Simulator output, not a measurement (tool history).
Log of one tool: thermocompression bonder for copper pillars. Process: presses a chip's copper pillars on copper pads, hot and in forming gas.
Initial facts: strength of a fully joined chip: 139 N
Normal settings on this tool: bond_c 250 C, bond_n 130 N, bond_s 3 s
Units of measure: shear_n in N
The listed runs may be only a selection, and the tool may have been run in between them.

{"run": 1, "day": 0.0, "bond_c": 250, "bond_n": 130, "bond_s": 3, "shear_n": 56}
{"run": 2, "day": 0.321, "bond_c": 250, "bond_n": 130, "bond_s": 3, "shear_n": 55.6}
{"run": 3, "day": 0.833, "bond_c": 250, "bond_n": 130, "bond_s": 3, "shear_n": 56}
{"run": 4, "day": 1.408, "bond_c": 250, "bond_n": 130, "bond_s": 3, "shear_n": 56.4}
{"run": 5, "day": 1.788, "bond_c": 250, "bond_n": 130, "bond_s": 3, "shear_n": 56.5}
{"run": 6, "day": 2.212, "bond_c": 250, "bond_n": 130, "bond_s": 3, "shear_n": 55.3}
{"run": 7, "day": 2.742, "bond_c": 250, "bond_n": 130, "bond_s": 3, "shear_n": 55.5}
{"day": 2.888, "done": "forming gas filter changed"}
{"run": 8, "day": 3.254, "bond_c": 250, "bond_n": 130, "bond_s": 3, "shear_n": 62.3}
{"run": 9, "day": 3.667, "bond_c": 250, "bond_n": 130, "bond_s": 3, "shear_n": 61.7}
{"run": 10, "day": 4.179, "bond_c": 250, "bond_n": 130, "bond_s": 3, "shear_n": 61.7}
{"run": 11, "day": 4.521, "bond_c": 250, "bond_n": 130, "bond_s": 5, "shear_n": 74.5}
{"run": 12, "day": 5.142, "bond_c": 250, "bond_n": 193, "bond_s": 3, "shear_n": 79.4}
{"run": 13, "day": 5.604, "bond_c": 250, "bond_n": 193, "bond_s": 6, "shear_n": 96.7}
{"run": 14, "day": 6.1, "bond_c": 250, "bond_n": 193, "bond_s": 6, "shear_n": 97.4}
{"run": 15, "day": 6.638, "bond_c": 250, "bond_n": 130, "bond_s": 3, "shear_n": 60.3}
{"run": 16, "day": 7.129, "bond_c": 250, "bond_n": 130, "bond_s": 3, "shear_n": 60.1}
{"run": 17, "day": 7.567, "bond_c": 250, "bond_n": 130, "bond_s": 3, "shear_n": 60.3}
{"run": 18, "day": 7.992, "bond_c": 250, "bond_n": 130, "bond_s": 3, "shear_n": 60.1}
{"run": 19, "day": 8.371, "bond_c": 250, "bond_n": 130, "bond_s": 3, "shear_n": 59.9}
{"run": 20, "day": 8.958, "bond_c": 250, "bond_n": 130, "bond_s": 2, "shear_n": 51.6}
{"run": 21, "day": 9.546, "bond_c": 250, "bond_n": 107, "bond_s": 3, "shear_n": 51}
{"run": 22, "day": 10.154, "bond_c": 230, "bond_n": 169, "bond_s": 2, "shear_n": 50.9}
{"run": 23, "day": 10.521, "bond_c": 230, "bond_n": 169, "bond_s": 2, "shear_n": 50.3}
{"run": 24, "day": 10.933, "bond_c": 220, "bond_n": 118, "bond_s": 7, "shear_n": 55.5}
{"run": 25, "day": 11.312, "bond_c": 246, "bond_n": 119, "bond_s": 3, "shear_n": 52.7}
{"run": 26, "day": 11.704, "bond_c": 246, "bond_n": 119, "bond_s": 3, "shear_n": 52.9}
{"run": 27, "day": 12.146, "bond_c": 246, "bond_n": 119, "bond_s": 3, "shear_n": 53.5}
{"run": 28, "day": 12.571, "bond_c": 246, "bond_n": 78, "bond_s": 3, "shear_n": 37.4}
{"run": 29, "day": 13.2, "bond_c": 250, "bond_n": 130, "bond_s": 8, "shear_n": 81.1}
{"run": 30, "day": 13.808, "bond_c": 232, "bond_n": 169, "bond_s": 3, "shear_n": 59.8}
{"run": 31, "day": 14.462, "bond_c": 258, "bond_n": 186, "bond_s": 3, "shear_n": 77.8}
{"run": 32, "day": 14.833, "bond_c": 258, "bond_n": 186, "bond_s": 3, "shear_n": 78.8}
{"run": 33, "day": 15.379, "bond_c": 250, "bond_n": 125, "bond_s": 6, "shear_n": 71.5}
{"run": 34, "day": 15.883, "bond_c": 250, "bond_n": 194, "bond_s": 2, "shear_n": 65.6}
{"run": 35, "day": 16.479, "bond_c": 250, "bond_n": 194, "bond_s": 2, "shear_n": 65.4}
{"run": 36, "day": 16.829, "bond_c": 271, "bond_n": 96, "bond_s": 4, "shear_n": 60.9}
{"run": 37, "day": 17.371, "bond_c": 271, "bond_n": 112, "bond_s": 2, "shear_n": 53.1}
{"run": 38, "day": 17.65, "bond_c": 239, "bond_n": 130, "bond_s": 3, "shear_n": 50.5}
{"run": 39, "day": 17.992, "bond_c": 239, "bond_n": 130, "bond_s": 3, "shear_n": 50.8}
{"run": 40, "day": 18.567, "bond_c": 274, "bond_n": 143, "bond_s": 2, "shear_n": 64.2}

Below are 3 alternative next runs, each starting from the tool's condition after run 40. Predict each:
{"run": "A", "day": 18.904, "bond_c": 250, "bond_n": 130, "bond_s": 8, "shear_n": "?"}
{"run": "B", "day": 18.904, "bond_c": 274, "bond_n": 138, "bond_s": 2, "shear_n": "?"}
{"run": "C", "day": 18.904, "bond_c": 247, "bond_n": 130, "bond_s": 8, "shear_n": "?"}

run=A shear_n=77
run=B shear_n=63.3
run=C shear_n=75.6
Stripped of hidden state, with their random variation kept, the same runs would have yielded:
run=A shear_n=85
run=B shear_n=69.9
run=C shear_n=83.3
